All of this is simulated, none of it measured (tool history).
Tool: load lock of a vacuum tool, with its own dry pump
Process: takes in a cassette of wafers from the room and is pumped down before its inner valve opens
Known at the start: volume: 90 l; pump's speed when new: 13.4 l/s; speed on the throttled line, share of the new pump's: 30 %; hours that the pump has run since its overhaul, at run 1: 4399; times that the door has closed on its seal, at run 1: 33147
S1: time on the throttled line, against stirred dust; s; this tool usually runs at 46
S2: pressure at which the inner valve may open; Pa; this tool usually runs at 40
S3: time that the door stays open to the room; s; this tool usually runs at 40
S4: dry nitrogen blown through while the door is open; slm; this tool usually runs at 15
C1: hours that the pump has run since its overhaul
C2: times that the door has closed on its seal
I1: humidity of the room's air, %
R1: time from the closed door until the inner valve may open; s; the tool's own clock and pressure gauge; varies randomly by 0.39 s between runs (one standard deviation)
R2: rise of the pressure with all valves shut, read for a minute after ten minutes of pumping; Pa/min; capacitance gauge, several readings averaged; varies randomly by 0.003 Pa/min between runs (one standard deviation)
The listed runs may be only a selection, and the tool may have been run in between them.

{"run": 1, "hour": 0.0, "S1": 46, "S2": 40, "S3": 40, "S4": 15, "C1": 4399, "C2": 33147, "I1": 44.7, "R1": 85.7, "R2": 0.362}
{"run": 2, "hour": 51.1, "S1": 46, "S2": 33, "S3": 40, "S4": 15, "C1": 4450, "C2": 33356, "I1": 45.5, "R1": 87.3, "R2": 0.366}
{"run": 3, "hour": 146.2, "S1": 46, "S2": 33, "S3": 40, "S4": 15, "C1": 4545, "C2": 33745, "I1": 41.4, "R1": 87.9, "R2": 0.368}
{"run": 4, "hour": 191.9, "S1": 46, "S2": 63, "S3": 40, "S4": 15, "C1": 4591, "C2": 33931, "I1": 43.7, "R1": 82.4, "R2": 0.37}
{"run": 5, "hour": 261.8, "S1": 46, "S2": 40, "S3": 40, "S4": 27, "C1": 4661, "C2": 34217, "I1": 43.8, "R1": 86.2, "R2": 0.378}
{"run": 6, "hour": 312.7, "S1": 46, "S2": 71, "S3": 40, "S4": 27, "C1": 4712, "C2": 34425, "I1": 49.6, "R1": 81.8, "R2": 0.38}
{"run": 7, "hour": 402.9, "S1": 46, "S2": 71, "S3": 40, "S4": 27, "C1": 4802, "C2": 34793, "I1": 46.8, "R1": 82.2, "R2": 0.378}
{"run": 8, "hour": 510.4, "S1": 46, "S2": 71, "S3": 40, "S4": 27, "C1": 4909, "C2": 35232, "I1": 46.3, "R1": 82.2, "R2": 0.384}
{"run": 9, "hour": 608.9, "S1": 46, "S2": 71, "S3": 40, "S4": 27, "C1": 5008, "C2": 35634, "I1": 47.4, "R1": 82.3, "R2": 0.394}
{"run": 10, "hour": 704.5, "S1": 46, "S2": 46, "S3": 40, "S4": 15, "C1": 5104, "C2": 36025, "I1": 43.2, "R1": 85.6, "R2": 0.422}
{"run": 11, "hour": 774.3, "S1": 46, "S2": 46, "S3": 40, "S4": 15, "C1": 5173, "C2": 36310, "I1": 45.0, "R1": 85.1, "R2": 0.415}
{"run": 12, "hour": 845.8, "S1": 46, "S2": 46, "S3": 40, "S4": 15, "C1": 5245, "C2": 36602, "I1": 48.2, "R1": 85.8, "R2": 0.416}
{"run": 13, "hour": 954.0, "S1": 46, "S2": 40, "S3": 40, "S4": 15, "C1": 5353, "C2": 37044, "I1": 43.6, "R1": 86.4, "R2": 0.428}
{"run": 14, "hour": 1061.2, "S1": 46, "S2": 46, "S3": 40, "S4": 15, "C1": 5460, "C2": 37482, "I1": 42.7, "R1": 85.9, "R2": 0.439}
{"run": 15, "hour": 1106.4, "S1": 46, "S2": 40, "S3": 40, "S4": 4, "C1": 5505, "C2": 37667, "I1": 46.2, "R1": 86.2, "R2": 0.458}
{"run": 16, "hour": 1201.8, "S1": 46, "S2": 40, "S3": 40, "S4": 4, "C1": 5601, "C2": 38056, "I1": 44.0, "R1": 86.5, "R2": 0.466}
{"run": 17, "hour": 1298.4, "S1": 46, "S2": 40, "S3": 40, "S4": 15, "C1": 5697, "C2": 38451, "I1": 44.8, "R1": 86.3, "R2": 0.454}
{"run": 18, "hour": 1384.3, "S1": 31, "S2": 77, "S3": 27, "S4": 15, "C1": 5783, "C2": 38802, "I1": 47.0, "R1": 71.6, "R2": 0.464}
{"run": 19, "hour": 1467.3, "S1": 31, "S2": 77, "S3": 27, "S4": 15, "C1": 5866, "C2": 39141, "I1": 46.8, "R1": 70.8, "R2": 0.463}
{"run": 20, "hour": 1574.1, "S1": 46, "S2": 40, "S3": 185, "S4": 24, "C1": 5973, "C2": 39577, "I1": 46.2, "R1": 86.5, "R2": 0.485}
{"run": 21, "hour": 1637.2, "S1": 63, "S2": 70, "S3": 40, "S4": 15, "C1": 6036, "C2": 39834, "I1": 40.1, "R1": 94.3, "R2": 0.475}
{"run": 22, "hour": 1707.1, "S1": 28, "S2": 40, "S3": 40, "S4": 15, "C1": 6106, "C2": 40120, "I1": 47.9, "R1": 74.5, "R2": 0.481}
{"run": 23, "hour": 1816.5, "S1": 27, "S2": 63, "S3": 40, "S4": 15, "C1": 6216, "C2": 40567, "I1": 45.3, "R1": 70.1, "R2": 0.505}
{"run": 24, "hour": 1918.0, "S1": 27, "S2": 67, "S3": 40, "S4": 35, "C1": 6317, "C2": 40981, "I1": 43.2, "R1": 69.7, "R2": 0.516}

For run 25, what comes out?
{"run": 25, "hour": 2004.8, "S1": 33, "S2": 62, "S3": 40, "S4": 15, "C1": 6404, "C2": 41336, "I1": 43.5, "R1": "?", "R2": "?"}

{"run 25": {"R1": 73.9, "R2": 0.521}}
With the hidden condition absent and the run-to-run variation left alone, this run would have shown R1 72.5 s, R2 0.019 Pa/min.
